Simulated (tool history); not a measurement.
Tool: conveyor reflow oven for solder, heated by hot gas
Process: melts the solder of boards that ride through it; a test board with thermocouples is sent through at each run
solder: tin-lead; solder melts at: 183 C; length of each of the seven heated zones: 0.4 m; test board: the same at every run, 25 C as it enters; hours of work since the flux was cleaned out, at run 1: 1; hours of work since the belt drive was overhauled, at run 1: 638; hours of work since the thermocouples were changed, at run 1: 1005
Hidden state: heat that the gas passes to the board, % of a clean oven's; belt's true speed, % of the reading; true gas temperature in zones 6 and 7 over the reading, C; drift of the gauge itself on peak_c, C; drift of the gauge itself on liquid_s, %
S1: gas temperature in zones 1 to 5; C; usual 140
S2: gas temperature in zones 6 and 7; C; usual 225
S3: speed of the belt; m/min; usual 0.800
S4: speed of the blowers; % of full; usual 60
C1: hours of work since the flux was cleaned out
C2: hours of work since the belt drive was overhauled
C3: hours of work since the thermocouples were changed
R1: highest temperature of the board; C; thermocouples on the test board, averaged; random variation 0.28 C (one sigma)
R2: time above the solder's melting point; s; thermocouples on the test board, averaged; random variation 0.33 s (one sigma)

{"run": 1, "day": 0.0, "S1": 140, "S2": 225, "S3": 0.8, "S4": 60, "C1": 1, "C2": 638, "C3": 1005, "R1": 203.4, "R2": 33.0}
{"run": 2, "day": 4.221, "S1": 136, "S2": 225, "S3": 0.8, "S4": 60, "C1": 49, "C2": 686, "C3": 1053, "R1": 201.6, "R2": 29.9}
{"run": 3, "day": 7.212, "S1": 136, "S2": 225, "S3": 0.8, "S4": 60, "C1": 83, "C2": 721, "C3": 1087, "R1": 201.4, "R2": 30.0}
{"run": 4, "day": 9.329, "S1": 140, "S2": 225, "S3": 0.8, "S4": 78, "C1": 107, "C2": 745, "C3": 1112, "R1": 207.4, "R2": 38.3}
{"run": 5, "day": 12.1, "S1": 140, "S2": 225, "S3": 0.8, "S4": 78, "C1": 139, "C2": 777, "C3": 1143, "R1": 207.2, "R2": 38.4}
{"run": 6, "day": 15.554, "S1": 140, "S2": 225, "S3": 0.8, "S4": 60, "C1": 179, "C2": 816, "C3": 1183, "R1": 201.3, "R2": 31.4}
{"run": 7, "day": 18.229, "S1": 140, "S2": 225, "S3": 0.8, "S4": 60, "C1": 209, "C2": 847, "C3": 1213, "R1": 200.9, "R2": 31.1}
{"day": 19.246, "done": "belt drive overhauled, speed set with a stopwatch"}
{"run": 8, "day": 21.7, "S1": 140, "S2": 225, "S3": 0.8, "S4": 60, "C1": 247, "C2": 28, "C3": 1251, "R1": 200.6, "R2": 29.5}
{"day": 23.808, "done": "flux residue cleaned out of gas plates and filters"}
{"run": 9, "day": 25.2, "S1": 140, "S2": 225, "S3": 0.8, "S4": 60, "C1": 16, "C2": 66, "C3": 1289, "R1": 202.6, "R2": 32.5}
{"run": 10, "day": 27.354, "S1": 140, "S2": 225, "S3": 0.8, "S4": 60, "C1": 41, "C2": 90, "C3": 1314, "R1": 202.2, "R2": 32.5}
{"run": 11, "day": 30.704, "S1": 140, "S2": 225, "S3": 0.8, "S4": 60, "C1": 79, "C2": 129, "C3": 1352, "R1": 201.7, "R2": 32.2}
{"day": 31.646, "done": "thermocouples of zones 6 and 7 changed"}
{"run": 12, "day": 34.075, "S1": 140, "S2": 225, "S3": 0.703, "S4": 60, "C1": 116, "C2": 166, "C3": 28, "R1": 206.7, "R2": 43.6}
{"run": 13, "day": 37.188, "S1": 140, "S2": 234, "S3": 0.703, "S4": 60, "C1": 152, "C2": 202, "C3": 63, "R1": 213.7, "R2": 49.4}
{"run": 14, "day": 40.904, "S1": 140, "S2": 234, "S3": 0.703, "S4": 60, "C1": 195, "C2": 244, "C3": 106, "R1": 213.5, "R2": 48.7}
{"run": 15, "day": 44.992, "S1": 140, "S2": 234, "S3": 0.703, "S4": 62, "C1": 241, "C2": 291, "C3": 153, "R1": 213.7, "R2": 49.0}
{"day": 47.667, "done": "flux residue cleaned out of gas plates and filters"}
{"run": 16, "day": 47.862, "S1": 140, "S2": 225, "S3": 0.8, "S4": 60, "C1": 2, "C2": 322, "C3": 183, "R1": 203.6, "R2": 33.5}
{"run": 17, "day": 51.696, "S1": 154, "S2": 225, "S3": 0.944, "S4": 60, "C1": 46, "C2": 366, "C3": 227, "R1": 201.0, "R2": 29.2}
{"run": 18, "day": 55.3, "S1": 145, "S2": 225, "S3": 0.857, "S4": 60, "C1": 87, "C2": 407, "C3": 268, "R1": 201.6, "R2": 30.4}
{"run": 19, "day": 58.871, "S1": 145, "S2": 225, "S3": 0.857, "S4": 60, "C1": 128, "C2": 448, "C3": 309, "R1": 200.8, "R2": 29.8}
{"run": 20, "day": 62.125, "S1": 140, "S2": 225, "S3": 0.753, "S4": 53, "C1": 165, "C2": 485, "C3": 346, "R1": 201.1, "R2": 33.4}
{"run": 21, "day": 64.821, "S1": 136, "S2": 225, "S3": 0.844, "S4": 53, "C1": 196, "C2": 516, "C3": 377, "R1": 195.2, "R2": 20.9}
{"run": 22, "day": 68.467, "S1": 128, "S2": 225, "S3": 0.8, "S4": 64, "C1": 238, "C2": 558, "C3": 419, "R1": 199.1, "R2": 26.7}
{"run": 23, "day": 70.888, "S1": 128, "S2": 224, "S3": 0.8, "S4": 82, "C1": 266, "C2": 585, "C3": 447, "R1": 203.7, "R2": 31.9}
{"day": 71.275, "done": "flux residue cleaned out of gas plates and filters"}
{"run": 24, "day": 74.962, "S1": 140, "S2": 228, "S3": 0.8, "S4": 73, "C1": 42, "C2": 629, "C3": 491, "R1": 209.5, "R2": 40.9}
{"run": 25, "day": 79.008, "S1": 140, "S2": 225, "S3": 0.875, "S4": 77, "C1": 88, "C2": 676, "C3": 537, "R1": 204.5, "R2": 32.4}
{"run": 26, "day": 82.667, "S1": 140, "S2": 225, "S3": 0.875, "S4": 77, "C1": 130, "C2": 718, "C3": 579, "R1": 204.3, "R2": 32.6}
{"run": 27, "day": 86.638, "S1": 155, "S2": 225, "S3": 0.795, "S4": 77, "C1": 176, "C2": 763, "C3": 624, "R1": 210.0, "R2": 46.8}
{"run": 28, "day": 88.775, "S1": 140, "S2": 225, "S3": 0.72, "S4": 55, "C1": 200, "C2": 787, "C3": 649, "R1": 203.3, "R2": 37.3}
{"run": 29, "day": 92.271, "S1": 132, "S2": 226, "S3": 0.825, "S4": 60, "C1": 240, "C2": 827, "C3": 689, "R1": 198.2, "R2": 25.0}
{"day": 94.925, "done": "flux residue cleaned out of gas plates and filters"}
{"day": 95.3, "done": "belt drive overhauled, speed set with a stopwatch"}
{"run": 30, "day": 95.612, "S1": 140, "S2": 214, "S3": 0.8, "S4": 60, "C1": 6, "C2": 4, "C3": 723, "R1": 194.0, "R2": 22.4}
{"run": 31, "day": 98.05, "S1": 148, "S2": 216, "S3": 0.858, "S4": 60, "C1": 34, "C2": 31, "C3": 751, "R1": 194.8, "R2": 23.4}

Some steps in R1 between neighbouring runs. How much of each would the tool show without its hidden state too (settings, what came in, random variation), and how much is left for the hidden state, with any gauge scatter that isn't in both results?
Run 8 -> 9: flux residue cleaned out of gas plates and filters. R1 +2.0 C: hidden state +2.3, all else -0.3.
Run 12 -> 13: S2 225 -> 234. R1 +7.0 C: hidden state -0.4, all else +7.4.
Run 15 -> 16: S2 234 -> 225, S3 0.703 -> 0.800, S4 62 -> 60, flux residue cleaned out of gas plates and filters. R1 -10.1 C: hidden state +2.2, all else -12.3.
Run 23 -> 24: S1 128 -> 140, S2 224 -> 228, S4 82 -> 73, flux residue cleaned out of gas plates and filters. R1 +5.8 C: hidden state +2.8, all else +3.0.
Run 27 -> 28: S1 155 -> 140, S3 0.795 -> 0.720, S4 77 -> 55. R1 -6.7 C: hidden state +0.1, all else -6.8.

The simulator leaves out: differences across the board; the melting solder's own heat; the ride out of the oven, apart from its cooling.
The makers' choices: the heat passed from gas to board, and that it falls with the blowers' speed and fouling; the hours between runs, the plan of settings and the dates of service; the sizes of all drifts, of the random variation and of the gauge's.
